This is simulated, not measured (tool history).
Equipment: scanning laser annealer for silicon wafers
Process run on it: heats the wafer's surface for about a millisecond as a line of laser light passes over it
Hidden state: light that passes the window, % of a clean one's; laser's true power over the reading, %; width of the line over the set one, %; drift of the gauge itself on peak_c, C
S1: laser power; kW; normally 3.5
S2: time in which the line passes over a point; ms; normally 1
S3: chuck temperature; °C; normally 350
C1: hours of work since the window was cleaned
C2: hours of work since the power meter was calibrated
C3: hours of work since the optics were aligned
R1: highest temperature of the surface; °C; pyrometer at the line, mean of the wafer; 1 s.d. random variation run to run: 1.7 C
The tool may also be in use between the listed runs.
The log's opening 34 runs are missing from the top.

run   hour     S1    S2   S3   C1   C2  C3    R1
 35  526.8  3.747  0.85  361  280  722  27  1192
 36  541.1  3.215  1.06  350  288  731  36  1101
 37  553.2  3.215  1.06  350  295  738  42  1103
 38  573.1   3.14  0.76  338  307  749  54   971
     584.9  -- window over the wafer cleaned
 39  594.2   3.14  0.76  338    5  760  65   985
 40    604  3.081     1  350   11  765  70  1055
 41  620.2  3.469  0.77  360   20  775  80  1091
 42    640  3.724     1  360   31  786  91  1255

Below are 3 alternative next runs, each starting from the tool's condition after run 42. Predict each:
  A  650.3  3.638     1  350  37  792  97   ?
  B  650.3  3.628     1  360  37  792  97   ?
  C  650.3  3.168  0.78  385  37  792  97   ?

run    R1
  A  1216
  B  1226
  C  1043
Stripped of hidden state, with their random variation kept, the same runs would have yielded:
run    R1
  A  1218
  B  1228
  C  1045

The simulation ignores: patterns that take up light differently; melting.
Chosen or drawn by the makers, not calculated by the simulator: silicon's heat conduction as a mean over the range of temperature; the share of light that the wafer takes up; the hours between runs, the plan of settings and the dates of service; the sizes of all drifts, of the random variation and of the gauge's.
